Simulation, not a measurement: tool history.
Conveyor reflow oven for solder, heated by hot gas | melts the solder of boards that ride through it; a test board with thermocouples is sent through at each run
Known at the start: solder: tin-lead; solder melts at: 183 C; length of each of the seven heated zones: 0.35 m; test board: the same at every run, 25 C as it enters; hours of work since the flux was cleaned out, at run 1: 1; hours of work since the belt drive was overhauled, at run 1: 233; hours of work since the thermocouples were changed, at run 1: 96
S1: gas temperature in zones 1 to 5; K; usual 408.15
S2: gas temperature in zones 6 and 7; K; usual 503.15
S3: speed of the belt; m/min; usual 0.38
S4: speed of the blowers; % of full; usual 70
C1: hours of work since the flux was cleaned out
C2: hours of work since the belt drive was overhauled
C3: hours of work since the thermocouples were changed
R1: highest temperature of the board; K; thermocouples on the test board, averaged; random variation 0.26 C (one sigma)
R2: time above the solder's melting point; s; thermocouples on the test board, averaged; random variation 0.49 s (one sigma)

| run | hour | S1 | S2 | S3 | S4 | C1 | C2 | C3 | R1 | R2 |
|---|---|---|---|---|---|---|---|---|---|---|
| 1 | 0 | 408.15 | 503.15 | 0.38 | 70 | 1 | 233 | 96 | 491.85 | 84.3 |
| 2 | 10.1 | 418.15 | 503.15 | 0.38 | 70 | 5 | 237 | 100 | 493.05 | 90.5 |
| 3 | 23.3 | 418.15 | 503.15 | 0.38 | 70 | 10 | 243 | 105 | 493.35 | 92 |
| 4 | 28.8 | 418.15 | 503.15 | 0.38 | 70 | 13 | 245 | 107 | 492.85 | 91 |
| 5 | 38.9 | 418.15 | 503.15 | 0.38 | 70 | 17 | 249 | 111 | 492.65 | 91.8 |
| 6 | 45.3 | 418.15 | 503.15 | 0.38 | 70 | 19 | 251 | 114 | 492.75 | 91.2 |
| 7 | 51.8 | 418.15 | 503.15 | 0.38 | 70 | 22 | 254 | 117 | 492.85 | 91.3 |
| 8 | 59.6 | 418.15 | 503.15 | 0.38 | 70 | 25 | 257 | 120 | 492.85 | 91.5 |
| 9 | 72.7 | 413.15 | 503.15 | 0.38 | 70 | 30 | 262 | 125 | 492.05 | 88.6 |
| 10 | 79.9 | 413.15 | 503.15 | 0.38 | 70 | 33 | 265 | 128 | 492.25 | 87.5 |
| 11 | 89.9 | 413.15 | 503.15 | 0.38 | 70 | 37 | 269 | 132 | 491.95 | 88.5 |
| 12 | 98.1 | 413.15 | 503.15 | 0.38 | 70 | 41 | 273 | 135 | 491.95 | 87.8 |
| 13 | 109.8 | 401.15 | 503.15 | 0.38 | 70 | 45 | 277 | 140 | 490.55 | 80.2 |
| 14 | 115.4 | 401.15 | 503.15 | 0.38 | 70 | 48 | 280 | 142 | 490.45 | 80.3 |
| 15 | 121 | 401.15 | 503.15 | 0.38 | 70 | 50 | 282 | 145 | 490.75 | 80.2 |
| 16 | 134.1 | 401.15 | 503.15 | 0.38 | 70 | 55 | 287 | 150 | 490.65 | 80.6 |
| 17 | 142.1 | 408.15 | 493.15 | 0.38 | 57 | 58 | 290 | 153 | 479.05 | 66.9 |
| 18 | 151.5 | 408.15 | 493.15 | 0.38 | 57 | 62 | 294 | 157 | 478.65 | 67.1 |
| 19 | 157.7 | 397.15 | 504.15 | 0.38 | 70 | 65 | 297 | 159 | 490.85 | 78.9 |
| 20 | 170.2 | 397.15 | 504.15 | 0.313 | 70 | 70 | 302 | 164 | 496.15 | 104.1 |
| 21 | 177.9 | 412.15 | 499.15 | 0.44 | 63 | 73 | 305 | 168 | 482.85 | 63.4 |
| 22 | 184.7 | 415.15 | 494.15 | 0.44 | 63 | 76 | 308 | 170 | 478.65 | 60 |
| 23 | 196.9 | 415.15 | 494.15 | 0.44 | 63 | 80 | 313 | 175 | 478.85 | 60 |
| 24 | 208.9 | 408.15 | 498.15 | 0.38 | 70 | 85 | 317 | 180 | 487.35 | 80.8 |
| 25 | 221 | 419.15 | 509.15 | 0.38 | 70 | 90 | 322 | 185 | 498.45 | 96.1 |
| 26 | 226.7 | 419.15 | 509.15 | 0.38 | 70 | 92 | 325 | 187 | 497.65 | 95.7 |
| 27 | 235.6 | 418.15 | 504.15 | 0.396 | 61 | 96 | 328 | 191 | 490.15 | 83.7 |
| 28 | 245.8 | 402.15 | 506.15 | 0.32 | 51 | 100 | 332 | 195 | 492.55 | 98 |
| 29 | 252.5 | 402.15 | 503.15 | 0.38 | 71 | 103 | 335 | 198 | 490.45 | 81.6 |

3 ways to go on from here, each from the tool as it stands after run 29. What would each give?
| A | 264.5 | 408.15 | 503.15 | 0.38 | 86 | 108 | 340 | 202 | ? | ? |
| B | 264.5 | 408.15 | 495.15 | 0.38 | 60 | 108 | 340 | 202 | ? | ? |
| C | 264.5 | 402.15 | 510.15 | 0.38 | 71 | 108 | 340 | 202 | ? | ? |

| run | R1 | R2 |
|---|---|---|
| A | 495.05 | 89.8 |
| B | 481.55 | 71.9 |
| C | 497.05 | 87.9 |
Without the tool's hidden state the same runs would have given:
| run | R1 | R2 |
|---|---|---|
| A | 495.15 | 89.4 |
| B | 481.45 | 71.5 |
| C | 497.15 | 87.5 |

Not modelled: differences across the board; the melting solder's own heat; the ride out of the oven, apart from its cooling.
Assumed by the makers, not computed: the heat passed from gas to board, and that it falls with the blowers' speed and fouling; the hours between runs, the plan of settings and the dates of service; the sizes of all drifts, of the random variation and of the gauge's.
